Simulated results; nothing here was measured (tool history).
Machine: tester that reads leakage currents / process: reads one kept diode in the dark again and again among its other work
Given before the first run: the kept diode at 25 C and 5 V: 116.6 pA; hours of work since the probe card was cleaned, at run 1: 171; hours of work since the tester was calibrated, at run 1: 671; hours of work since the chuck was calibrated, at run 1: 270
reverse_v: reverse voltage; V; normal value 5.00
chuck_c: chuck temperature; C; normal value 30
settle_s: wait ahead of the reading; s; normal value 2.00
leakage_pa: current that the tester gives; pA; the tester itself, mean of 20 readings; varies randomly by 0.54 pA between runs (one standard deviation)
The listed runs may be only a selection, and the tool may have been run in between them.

run	hour	reverse_v	chuck_c	settle_s	hours of work since the probe card was cleaned	hours of work since the tester was calibrated	hours of work since the chuck was calibrated	leakage_pa
1	0.0	5.00	30	2.00	171	671	270	190.83
2	34.8	5.00	30	2.00	191	690	290	191.25
3	71.9	5.00	30	2.00	212	712	311	193.62
4	96.1	5.00	30	2.00	226	725	325	193.09
5	123.3	5.00	30	2.00	242	741	340	193.55
6	154.7	5.00	30	2.00	259	759	358	194.19
7	177.2	18.71	30	2.00	272	771	371	401.84
8	225.1	18.71	30	2.00	299	799	398	406.88
9	259.9	18.71	30	2.00	319	819	418	409.15
10	288.3	18.71	30	2.00	335	835	434	408.08
11	323.7	5.00	30	2.00	356	855	454	197.53
12	353.4	5.00	28	2.00	372	872	471	166.66
13	380.7	5.00	28	2.00	388	887	487	167.92
14	425.8	5.00	28	2.00	414	913	512	168.25
15	476.2	5.00	28	2.00	442	942	541	168.88
16	497.2	5.00	28	2.00	454	954	553	169.22
17	530.9	5.00	30	2.00	473	973	572	202.73
18	554.2	5.00	30	2.00	487	986	586	202.04
19	575.0	5.00	31	2.00	499	998	597	220.94
20	598.6	5.00	31	2.00	512	1011	611	219.98
21	629.2	5.00	31	2.00	529	1029	628	221.99
22	678.0	7.38	31	2.00	557	1056	656	276.51
# hour 724.8: chuck's temperature calibrated
23	724.8	1.37	31	7.72	583	1082	0	117.68
24	762.6	12.53	28	6.93	604	1104	22	309.75
25	794.4	12.53	28	6.93	622	1122	40	311.94
26	815.1	7.11	30	0.57	634	1133	51	270.36
27	847.9	10.22	51	0.57	653	1152	70	1725.36
28	873.3	2.20	21	2.00	667	1167	85	65.79
29	901.2	8.79	27	4.54	683	1182	100	238.42
# hour 921.4: chuck's temperature calibrated, once more
30	945.0	3.07	30	0.34	707	1206	13	140.61
31	970.1	5.31	58	0.52	721	1220	28	1693.36
32	1011.3	5.31	50	6.14	744	1244	51	937.82
33	1059.4	5.31	50	1.46	772	1271	79	943.59
34	1082.4	5.31	50	1.46	785	1284	92	948.97
35	1118.6	16.30	30	0.56	806	1305	112	359.65
36	1144.0	7.76	44	5.20	820	1319	127	738.74
37	1188.3	10.69	30	2.00	845	1345	152	287.01
38	1213.9	19.56	27	1.75	860	1359	166	313.84
39	1246.1	11.05	58	2.00	878	1378	185	2572.81
40	1296.8	5.92	38	8.09	907	1406	214	402.21
41	1345.9	5.92	38	8.09	935	1434	242	403.71

Alternative continuations, all from the tool just after run 41; predict every row:
A	1367.8	11.19	38	2.31	947	1447	254	?
B	1367.8	2.28	54	1.59	947	1447	254	?
C	1367.8	1.99	38	8.09	947	1447	254	?

run	leakage_pa
A	574.06
B	819.94
C	222.95
Without the tool's hidden state the same runs would have given:
run	leakage_pa
A	545.57
B	790.90
C	213.34
